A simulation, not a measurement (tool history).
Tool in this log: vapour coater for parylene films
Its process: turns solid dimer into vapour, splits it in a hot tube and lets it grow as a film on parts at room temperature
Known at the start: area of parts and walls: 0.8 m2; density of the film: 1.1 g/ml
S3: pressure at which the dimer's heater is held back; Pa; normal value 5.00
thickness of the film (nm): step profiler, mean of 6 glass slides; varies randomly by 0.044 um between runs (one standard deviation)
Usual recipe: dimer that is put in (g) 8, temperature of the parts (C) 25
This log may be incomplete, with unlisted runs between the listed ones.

run 1 hour=0.0 | dimer_that_is_put_in_(g)=8 temperature_of_the_parts_(C)=25 S3=5.00 | thickness_of_the_film_(nm)=4730
run 2 hour=28.4 | dimer_that_is_put_in_(g)=8 temperature_of_the_parts_(C)=25 S3=5.00 | thickness_of_the_film_(nm)=4740
run 3 hour=60.9 | dimer_that_is_put_in_(g)=8 temperature_of_the_parts_(C)=25 S3=5.00 | thickness_of_the_film_(nm)=4610
run 4 hour=83.5 | dimer_that_is_put_in_(g)=8 temperature_of_the_parts_(C)=25 S3=5.00 | thickness_of_the_film_(nm)=4620
run 5 hour=105.2 | dimer_that_is_put_in_(g)=8 temperature_of_the_parts_(C)=18 S3=5.00 | thickness_of_the_film_(nm)=5740
run 6 hour=128.5 | dimer_that_is_put_in_(g)=8 temperature_of_the_parts_(C)=18 S3=5.00 | thickness_of_the_film_(nm)=5720
run 7 hour=155.3 | dimer_that_is_put_in_(g)=8 temperature_of_the_parts_(C)=25 S3=7.48 | thickness_of_the_film_(nm)=4190
run 8 hour=188.1 | dimer_that_is_put_in_(g)=8 temperature_of_the_parts_(C)=25 S3=7.48 | thickness_of_the_film_(nm)=4210
run 9 hour=219.3 | dimer_that_is_put_in_(g)=8 temperature_of_the_parts_(C)=25 S3=7.48 | thickness_of_the_film_(nm)=4210
run 10 hour=237.8 | dimer_that_is_put_in_(g)=8 temperature_of_the_parts_(C)=25 S3=7.48 | thickness_of_the_film_(nm)=4170
run 11 hour=270.1 | dimer_that_is_put_in_(g)=8 temperature_of_the_parts_(C)=25 S3=7.48 | thickness_of_the_film_(nm)=4210
run 12 hour=286.3 | dimer_that_is_put_in_(g)=8 temperature_of_the_parts_(C)=25 S3=7.48 | thickness_of_the_film_(nm)=4130
run 13 hour=309.9 | dimer_that_is_put_in_(g)=8 temperature_of_the_parts_(C)=25 S3=7.48 | thickness_of_the_film_(nm)=4070
run 14 hour=334.7 | dimer_that_is_put_in_(g)=8 temperature_of_the_parts_(C)=25 S3=7.48 | thickness_of_the_film_(nm)=4150
run 15 hour=357.2 | dimer_that_is_put_in_(g)=8 temperature_of_the_parts_(C)=25 S3=7.48 | thickness_of_the_film_(nm)=4170
run 16 hour=374.1 | dimer_that_is_put_in_(g)=8 temperature_of_the_parts_(C)=25 S3=7.48 | thickness_of_the_film_(nm)=4120
run 17 hour=400.9 | dimer_that_is_put_in_(g)=8 temperature_of_the_parts_(C)=25 S3=7.48 | thickness_of_the_film_(nm)=4150
run 18 hour=414.4 | dimer_that_is_put_in_(g)=8 temperature_of_the_parts_(C)=25 S3=2.18 | thickness_of_the_film_(nm)=5280
run 19 hour=445.9 | dimer_that_is_put_in_(g)=8 temperature_of_the_parts_(C)=25 S3=2.18 | thickness_of_the_film_(nm)=5260
run 20 hour=473.4 | dimer_that_is_put_in_(g)=8 temperature_of_the_parts_(C)=25 S3=2.56 | thickness_of_the_film_(nm)=5020
run 21 hour=504.4 | dimer_that_is_put_in_(g)=8 temperature_of_the_parts_(C)=25 S3=2.56 | thickness_of_the_film_(nm)=4960
run 22 hour=523.9 | dimer_that_is_put_in_(g)=8 temperature_of_the_parts_(C)=25 S3=2.56 | thickness_of_the_film_(nm)=5040
run 23 hour=548.5 | dimer_that_is_put_in_(g)=4 temperature_of_the_parts_(C)=17 S3=2.56 | thickness_of_the_film_(nm)=3180
run 24 hour=575.6 | dimer_that_is_put_in_(g)=6 temperature_of_the_parts_(C)=19 S3=8.74 | thickness_of_the_film_(nm)=3520
run 25 hour=607.2 | dimer_that_is_put_in_(g)=6 temperature_of_the_parts_(C)=19 S3=8.74 | thickness_of_the_film_(nm)=3520
run 26 hour=627.0 | dimer_that_is_put_in_(g)=4 temperature_of_the_parts_(C)=25 S3=8.56 | thickness_of_the_film_(nm)=1960
run 27 hour=654.9 | dimer_that_is_put_in_(g)=13 temperature_of_the_parts_(C)=22 S3=3.06 | thickness_of_the_film_(nm)=8440
run 28 hour=674.1 | dimer_that_is_put_in_(g)=13 temperature_of_the_parts_(C)=22 S3=3.06 | thickness_of_the_film_(nm)=8380
run 29 hour=707.4 | dimer_that_is_put_in_(g)=9 temperature_of_the_parts_(C)=22 S3=3.06 | thickness_of_the_film_(nm)=5790
run 30 hour=727.0 | dimer_that_is_put_in_(g)=5 temperature_of_the_parts_(C)=18 S3=2.86 | thickness_of_the_film_(nm)=3740
run 31 hour=759.9 | dimer_that_is_put_in_(g)=14 temperature_of_the_parts_(C)=28 S3=6.02 | thickness_of_the_film_(nm)=6450
-- hour=779.3 trap's valve overhauled
run 32 hour=792.8 | dimer_that_is_put_in_(g)=5 temperature_of_the_parts_(C)=21 S3=2.04 | thickness_of_the_film_(nm)=4240
run 33 hour=824.3 | dimer_that_is_put_in_(g)=5 temperature_of_the_parts_(C)=21 S3=2.04 | thickness_of_the_film_(nm)=4240
run 34 hour=850.4 | dimer_that_is_put_in_(g)=6 temperature_of_the_parts_(C)=25 S3=8.59 | thickness_of_the_film_(nm)=3280
run 35 hour=873.3 | dimer_that_is_put_in_(g)=6 temperature_of_the_parts_(C)=25 S3=9.81 | thickness_of_the_film_(nm)=3270
run 36 hour=892.8 | dimer_that_is_put_in_(g)=6 temperature_of_the_parts_(C)=24 S3=9.08 | thickness_of_the_film_(nm)=3370
run 37 hour=923.8 | dimer_that_is_put_in_(g)=7 temperature_of_the_parts_(C)=18 S3=4.43 | thickness_of_the_film_(nm)=5440
run 38 hour=951.5 | dimer_that_is_put_in_(g)=12 temperature_of_the_parts_(C)=24 S3=4.02 | thickness_of_the_film_(nm)=7740
run 39 hour=980.2 | dimer_that_is_put_in_(g)=12 temperature_of_the_parts_(C)=26 S3=4.22 | thickness_of_the_film_(nm)=7200
run 40 hour=1012.5 | dimer_that_is_put_in_(g)=12 temperature_of_the_parts_(C)=25 S3=5.00 | thickness_of_the_film_(nm)=7080
run 41 hour=1044.9 | dimer_that_is_put_in_(g)=6 temperature_of_the_parts_(C)=18 S3=6.18 | thickness_of_the_film_(nm)=4330
run 42 hour=1069.9 | dimer_that_is_put_in_(g)=14 temperature_of_the_parts_(C)=25 S3=2.34 | thickness_of_the_film_(nm)=9600
run 43 hour=1091.3 | dimer_that_is_put_in_(g)=14 temperature_of_the_parts_(C)=25 S3=2.34 | thickness_of_the_film_(nm)=9650
run 44 hour=1115.3 | dimer_that_is_put_in_(g)=14 temperature_of_the_parts_(C)=25 S3=2.34 | thickness_of_the_film_(nm)=9770

Each row is a separate what-if for the run after 44, all from the same tool condition, not one after another. Results?
run A hour=1148.4 | dimer_that_is_put_in_(g)=12 temperature_of_the_parts_(C)=25 S3=8.52 | thickness_of_the_film_(nm)=?
run B hour=1148.4 | dimer_that_is_put_in_(g)=14 temperature_of_the_parts_(C)=21 S3=2.34 | thickness_of_the_film_(nm)=?
run C hour=1148.4 | dimer_that_is_put_in_(g)=5 temperature_of_the_parts_(C)=32 S3=6.88 | thickness_of_the_film_(nm)=?
run D hour=1148.4 | dimer_that_is_put_in_(g)=4 temperature_of_the_parts_(C)=18 S3=7.20 | thickness_of_the_film_(nm)=?
run E hour=1148.4 | dimer_that_is_put_in_(g)=8 temperature_of_the_parts_(C)=17 S3=4.54 | thickness_of_the_film_(nm)=?

run=A thickness_of_the_film_(nm)=6390
run=B thickness_of_the_film_(nm)=10880
run=C thickness_of_the_film_(nm)=2240
run=D thickness_of_the_film_(nm)=2740
run=E thickness_of_the_film_(nm)=6230
Stripped of hidden state, with their random variation kept, the same runs would have yielded:
run=A thickness_of_the_film_(nm)=6710
run=B thickness_of_the_film_(nm)=11430
run=C thickness_of_the_film_(nm)=2350
run=D thickness_of_the_film_(nm)=2880
run=E thickness_of_the_film_(nm)=6550
